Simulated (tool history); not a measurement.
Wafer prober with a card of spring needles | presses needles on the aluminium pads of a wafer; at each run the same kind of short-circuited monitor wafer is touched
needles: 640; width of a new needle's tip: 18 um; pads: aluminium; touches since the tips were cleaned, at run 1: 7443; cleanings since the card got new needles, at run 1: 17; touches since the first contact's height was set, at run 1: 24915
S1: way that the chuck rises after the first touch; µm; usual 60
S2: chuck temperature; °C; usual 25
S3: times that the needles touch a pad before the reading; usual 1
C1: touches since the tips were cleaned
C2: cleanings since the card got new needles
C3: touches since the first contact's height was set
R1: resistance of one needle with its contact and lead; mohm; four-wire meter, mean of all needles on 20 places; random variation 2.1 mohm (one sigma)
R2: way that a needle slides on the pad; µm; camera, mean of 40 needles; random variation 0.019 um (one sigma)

run,day,S1,S2,S3,C1,C2,C3,R1,R2
1,0.000,60,25,1,7443,17,24915,546,15.20
# day 0.192: tips cleaned on abrasive film
# day 1.083: tips cleaned on abrasive film
# day 1.958: tips cleaned on abrasive film
2,2.258,60,25,1,3087,20,48154,498,15.14
# day 2.825: tips cleaned on abrasive film
# day 3.692: tips cleaned on abrasive film
# day 4.612: tips cleaned on abrasive film
# day 5.471: tips cleaned on abrasive film
3,5.525,60,25,1,557,24,81761,355,15.03
# day 6.258: tips cleaned on abrasive film
# day 7.200: tips cleaned on abrasive film
# day 8.100: tips cleaned on abrasive film
4,8.812,60,25,1,7396,27,115683,569,14.97
# day 9.008: tips cleaned on abrasive film
# day 9.950: tips cleaned on abrasive film
# day 10.892: tips cleaned on abrasive film
# day 11.092: height of the first contact set anew
# day 11.808: tips cleaned on abrasive film
5,11.808,71,25,1,12,31,7373,248,18.03
# day 12.579: tips cleaned on abrasive film
# day 13.442: tips cleaned on abrasive film
# day 14.383: tips cleaned on abrasive film
6,14.858,64,25,1,4894,34,38802,523,16.19
# day 15.225: tips cleaned on abrasive film
# day 16.125: tips cleaned on abrasive film
# day 17.021: tips cleaned on abrasive film
# day 17.775: tips cleaned on abrasive film
7,17.817,60,25,1,421,38,69244,347,15.06
# day 18.708: tips cleaned on abrasive film
# day 19.625: tips cleaned on abrasive film
# day 20.492: tips cleaned on abrasive film
# day 21.271: tips cleaned on abrasive film
8,21.271,60,117,1,0,42,104810,284,14.96
# day 22.212: tips cleaned on abrasive film
# day 23.154: tips cleaned on abrasive film
9,23.354,60,117,1,2063,44,126282,459,14.89
# day 24.058: tips cleaned on abrasive film
# day 24.629: height of the first contact set anew
# day 25.000: tips cleaned on abrasive film
10,25.475,60,117,1,4904,46,8697,553,15.25
# day 25.854: tips cleaned on abrasive film
# day 26.742: tips cleaned on abrasive film
# day 27.625: tips cleaned on abrasive film
# day 28.567: tips cleaned on abrasive film
11,28.996,60,117,1,4445,50,44961,551,15.13
# day 29.375: tips cleaned on abrasive film
# day 30.279: tips cleaned on abrasive film
# day 31.033: tips cleaned on abrasive film
# day 31.933: tips cleaned on abrasive film
12,32.546,60,25,1,6304,54,81483,590,15.05
# day 32.738: tips cleaned on abrasive film
# day 33.679: tips cleaned on abrasive film
# day 34.621: tips cleaned on abrasive film
# day 35.521: tips cleaned on abrasive film
13,35.938,78,35,3,4285,58,116411,306,19.53
# day 36.317: tips cleaned on abrasive film
# day 37.258: tips cleaned on abrasive film
14,37.879,57,51,1,6443,60,136443,628,14.13
# day 38.062: tips cleaned on abrasive film
# day 38.242: height of the first contact set anew
# day 39.000: tips cleaned on abrasive film
# day 39.942: tips cleaned on abrasive film
15,40.283,78,27,2,3533,63,21004,347,19.75
# day 40.775: tips cleaned on abrasive film
# day 41.688: tips cleaned on abrasive film
# day 42.629: tips cleaned on abrasive film
# day 43.425: tips cleaned on abrasive film
16,43.425,54,28,3,0,67,53341,245,13.57
# day 44.317: tips cleaned on abrasive film
# day 45.212: tips cleaned on abrasive film
# day 46.075: tips cleaned on abrasive film
17,46.075,54,28,3,0,70,80639,250,13.47
# day 46.975: tips cleaned on abrasive film
18,47.575,68,28,2,6228,71,96120,411,17.04
# day 47.767: tips cleaned on abrasive film
# day 48.642: tips cleaned on abrasive film
19,49.100,68,28,2,4736,73,111815,400,17.03
# day 49.479: tips cleaned on abrasive film
# day 50.421: tips cleaned on abrasive film
20,50.788,65,56,2,3799,75,129203,423,16.20
# day 51.312: tips cleaned on abrasive film
# day 51.888: height of the first contact set anew
# day 52.267: tips cleaned on abrasive film
21,52.888,64,78,2,6400,77,10282,432,16.26
# day 53.079: tips cleaned on abrasive film
# day 54.008: tips cleaned on abrasive film
# day 54.896: tips cleaned on abrasive film
22,55.212,69,43,1,3274,80,34225,488,17.46
# day 55.779: tips cleaned on abrasive film
# day 56.683: tips cleaned on abrasive film
# day 57.558: tips cleaned on abrasive film
23,57.558,60,100,1,0,83,58369,296,15.08

Forecast each of these 4 alternatives for the next run:
# day 58.446: tips cleaned on abrasive film
# day 59.308: tips cleaned on abrasive film
# day 60.225: tips cleaned on abrasive film
A,60.725,60,100,1,5155,86,91003,?,?
# day 58.446: tips cleaned on abrasive film
# day 59.308: tips cleaned on abrasive film
# day 60.225: tips cleaned on abrasive film
B,60.725,63,109,1,5155,86,91003,?,?
# day 58.446: tips cleaned on abrasive film
# day 59.308: tips cleaned on abrasive film
# day 60.225: tips cleaned on abrasive film
C,60.725,60,63,1,5155,86,91003,?,?
# day 58.446: tips cleaned on abrasive film
# day 59.308: tips cleaned on abrasive film
# day 60.225: tips cleaned on abrasive film
D,60.725,48,30,1,5155,86,91003,?,?

run,R1,R2
A,599,14.97
B,579,15.79
C,628,14.99
D,864,11.94
Without the tool's hidden state the same runs would have given:
run,R1,R2
A,244,15.23
B,252,16.05
C,241,15.25
D,238,12.20

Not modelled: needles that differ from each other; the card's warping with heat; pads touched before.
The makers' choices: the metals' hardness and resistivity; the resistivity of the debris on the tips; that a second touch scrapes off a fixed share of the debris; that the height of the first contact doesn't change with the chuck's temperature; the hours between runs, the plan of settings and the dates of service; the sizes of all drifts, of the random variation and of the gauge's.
